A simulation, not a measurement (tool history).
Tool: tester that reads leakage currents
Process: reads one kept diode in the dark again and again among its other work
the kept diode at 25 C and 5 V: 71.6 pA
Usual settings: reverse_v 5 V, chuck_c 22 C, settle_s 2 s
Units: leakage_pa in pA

run	hour	reverse_v	chuck_c	settle_s	leakage_pa
1	0	5	22	2	61.33
2	55.8	5	22	2	61.31
3	107	5	22	2	61.46
4	175.3	5	22	0.39	62.51
5	213.2	8.84	22	2	80.43
6	274.8	8.84	22	2	80.15
7	312.8	8.84	22	2	80.59
8	380	8.84	22	2	81.19
9	433.8	8.84	22	2	80.97
10	476.9	8.84	22	2	81.06
11	509.1	5	22	2	62.41
12	573.7	5	22	2	62.29
13	608.6	17.77	22	2	112.74
14	660	17.77	22	2	113.51
15	708.9	17.77	22	2	114.21
16	750.4	5	25	2	80.04
17	779.3	5	25	2	80.05
18	810.5	5	22	2	62.81
19	844.8	5	22	2.01	63.22
20	890	5	22	2.01	63.3
21	944.6	5.46	36	1.25	197.4
22	997.2	5.46	36	1.25	198.06
23	1045.3	5.46	56	0.98	820.15
24	1113.7	5.46	56	0.98	818.76
25	1150.7	10.38	51	0.46	784.26
26	1185.4	6.17	33	3.16	166.53
27	1224.3	6.17	33	3.16	166.23
28	1252.4	6.17	33	3.16	166.73
29	1320.7	2.63	26	2.11	65.48
30	1362.6	2.63	34	2.58	122.97
31	1424.7	10.66	37	2.4	291.44
32	1490.1	18.33	29	2.08	204.33
33	1556.3	4.53	29	2.08	107.58
34	1599.2	8.72	22	2	83.42
35	1629.7	8.72	22	2	82.93
36	1693	15.79	23	2	119.66
37	1720.6	15.79	23	2	119.81
38	1753	5	44	0.4	349.29
39	1810.6	1.73	21	0.4	36.8

3 ways to go on from here, each from the tool as it stands after run 39. What would each give?
A	1852.6	14.57	49	1.99	?
B	1852.6	5	22	2	?
C	1852.6	1.04	21	0.4	?

run	leakage_pa
A	803.9
B	64.92
C	29.08
Without the tool's hidden state the same runs would have given:
run	leakage_pa
A	720.57
B	56.28
C	25.45

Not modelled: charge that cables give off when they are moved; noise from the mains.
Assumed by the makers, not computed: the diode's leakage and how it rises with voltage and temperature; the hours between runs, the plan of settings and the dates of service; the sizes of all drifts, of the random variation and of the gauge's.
